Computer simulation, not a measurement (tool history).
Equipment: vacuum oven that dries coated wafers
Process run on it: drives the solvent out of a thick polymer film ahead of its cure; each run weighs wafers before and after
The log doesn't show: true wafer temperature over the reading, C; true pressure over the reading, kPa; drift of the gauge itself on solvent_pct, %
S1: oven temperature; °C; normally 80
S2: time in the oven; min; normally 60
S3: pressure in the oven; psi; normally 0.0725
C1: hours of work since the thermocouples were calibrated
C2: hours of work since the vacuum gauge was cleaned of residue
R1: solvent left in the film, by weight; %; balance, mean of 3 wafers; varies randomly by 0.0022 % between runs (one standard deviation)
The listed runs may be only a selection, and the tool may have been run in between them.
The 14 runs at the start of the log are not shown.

run,hour,S1,S2,S3,C1,C2,R1
15,136.8,80,60,0.0725,718,137,0.927
16,149,80,60,0.0519,725,144,0.877
17,156,80,60,0.0519,729,148,0.877
18,167.5,80,60,0.0519,736,155,0.872
19,176.4,80,60,0.0519,741,160,0.882
# hour 179.2: oven's thermocouples calibrated
20,190.5,80,60,0.0519,6,166,0.826
# hour 203.1: oven's thermocouples calibrated, once more
21,203.1,80,60,0.0519,0,172,0.931
22,212.4,80,60,0.0519,5,178,0.931
23,218.7,80,60,0.0725,9,181,0.98
24,229.6,80,60,0.0725,15,187,0.98
25,239.9,71,107,0.0851,21,193,1.179
26,251.4,75,32,0.2106,27,200,4.285
27,263.8,75,32,0.2106,34,207,4.284
28,273,80,89,0.0756,39,212,0.436
29,285.3,81,40,0.1175,46,219,1.906
30,295.8,81,91,0.1601,52,225,0.568
31,302.5,79,91,0.2025,56,228,0.823
32,314.8,90,60,0.0725,63,235,0.222
33,323.9,66,56,0.1134,68,240,4.446
34,331.1,87,45,0.0487,72,244,0.598
35,339.1,87,77,0.0397,76,249,0.152
36,348.9,90,77,0.2268,82,255,0.427
37,358.9,90,77,0.2268,88,260,0.429
38,368.3,90,77,0.2268,93,265,0.428
39,376.9,90,77,0.2268,98,270,0.428

Expected results for the next run?
40,384.6,70,60,0.1194,102,275,?

Run 40 gave R1 3.154 %.
Had the tool carried no hidden state, the very same run would have given R1 3.198 %.
